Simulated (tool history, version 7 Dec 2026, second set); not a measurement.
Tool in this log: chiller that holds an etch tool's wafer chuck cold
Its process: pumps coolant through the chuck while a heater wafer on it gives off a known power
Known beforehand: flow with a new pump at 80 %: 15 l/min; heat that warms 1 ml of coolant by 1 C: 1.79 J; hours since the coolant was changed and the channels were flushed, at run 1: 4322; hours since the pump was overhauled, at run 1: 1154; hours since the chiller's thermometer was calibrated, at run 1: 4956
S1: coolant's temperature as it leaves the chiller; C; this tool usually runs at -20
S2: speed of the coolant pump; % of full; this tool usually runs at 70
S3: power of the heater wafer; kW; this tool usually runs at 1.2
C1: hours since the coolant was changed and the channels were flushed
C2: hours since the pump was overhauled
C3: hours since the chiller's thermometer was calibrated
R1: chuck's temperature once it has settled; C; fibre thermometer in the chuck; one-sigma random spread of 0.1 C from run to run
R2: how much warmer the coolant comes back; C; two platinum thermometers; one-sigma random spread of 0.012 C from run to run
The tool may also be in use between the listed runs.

run 1 day=0 | S1=-20 S2=70 S3=1.2 | C1=4322 C2=1154 C3=4956 | R1=-7.3 R2=3.06
run 2 day=1.446 | S1=-20 S2=70 S3=1.2 | C1=4357 C2=1189 C3=4990 | R1=-7.4 R2=3.05
run 3 day=2.629 | S1=-20 S2=70 S3=1.2 | C1=4385 C2=1217 C3=5019 | R1=-7.5 R2=3.05
run 4 day=4.071 | S1=-20 S2=70 S3=1.2 | C1=4420 C2=1252 C3=5053 | R1=-7.4 R2=3.06
run 5 day=5.571 | S1=-20 S2=70 S3=1.2 | C1=4456 C2=1288 C3=5089 | R1=-7.5 R2=3.06
run 6 day=7.404 | S1=-20 S2=70 S3=1.2 | C1=4500 C2=1332 C3=5133 | R1=-7.4 R2=3.05
run 7 day=9.629 | S1=-20 S2=70 S3=1.2 | C1=4553 C2=1385 C3=5187 | R1=-7.5 R2=3.05
run 8 day=11.317 | S1=-26 S2=70 S3=1.2 | C1=4594 C2=1426 C3=5227 | R1=-13.6 R2=3.06
run 9 day=13.075 | S1=-26 S2=70 S3=1.2 | C1=4636 C2=1468 C3=5269 | R1=-13.2 R2=3.05
run 10 day=15.512 | S1=-26 S2=70 S3=1.2 | C1=4694 C2=1526 C3=5328 | R1=-13.5 R2=3.07
run 11 day=17.054 | S1=-26 S2=75 S3=1.2 | C1=4731 C2=1563 C3=5365 | R1=-13.9 R2=2.86
run 12 day=18.758 | S1=-26 S2=75 S3=1.2 | C1=4772 C2=1604 C3=5406 | R1=-13.9 R2=2.88
run 13 day=21.162 | S1=-20 S2=70 S3=1.045 | C1=4830 C2=1662 C3=5464 | R1=-9.1 R2=2.69
run 14 day=23.529 | S1=-23 S2=77 S3=1.2 | C1=4887 C2=1719 C3=5520 | R1=-11.2 R2=2.77
run 15 day=24.729 | S1=-23 S2=77 S3=1.2 | C1=4916 C2=1748 C3=5549 | R1=-11 R2=2.78
run 16 day=26.796 | S1=-19 S2=97 S3=0.718 | C1=4965 C2=1797 C3=5599 | R1=-12.7 R2=1.35
run 17 day=28.846 | S1=-21 S2=70 S3=1.2 | C1=5014 C2=1846 C3=5648 | R1=-8.4 R2=3.07
run 18 day=29.954 | S1=-21 S2=70 S3=1.2 | C1=5041 C2=1873 C3=5674 | R1=-8.3 R2=3.06
run 19 day=31.438 | S1=-20 S2=77 S3=1.2 | C1=5077 C2=1909 C3=5710 | R1=-8.3 R2=2.79
run 20 day=32.775 | S1=-20 S2=77 S3=1.2 | C1=5109 C2=1941 C3=5742 | R1=-7.8 R2=2.78
run 21 day=33.996 | S1=-20 S2=77 S3=0.631 | C1=5138 C2=1970 C3=5772 | R1=-13.8 R2=1.47
run 22 day=35.929 | S1=-21 S2=61 S3=1.2 | C1=5184 C2=2016 C3=5818 | R1=-7.2 R2=3.5
-- day=37.067 chiller's thermometer calibrated
run 23 day=37.762 | S1=-21 S2=61 S3=0.618 | C1=5227 C2=2059 C3=17 | R1=-14 R2=1.81

Hidden condition of the tool, last listed run before each entry between runs versus first listed run after:
Between runs 22 and 23: chiller's thermometer calibrated (day 37.067)
  coolant's true temperature over the reading, C: 0.01 -> 0

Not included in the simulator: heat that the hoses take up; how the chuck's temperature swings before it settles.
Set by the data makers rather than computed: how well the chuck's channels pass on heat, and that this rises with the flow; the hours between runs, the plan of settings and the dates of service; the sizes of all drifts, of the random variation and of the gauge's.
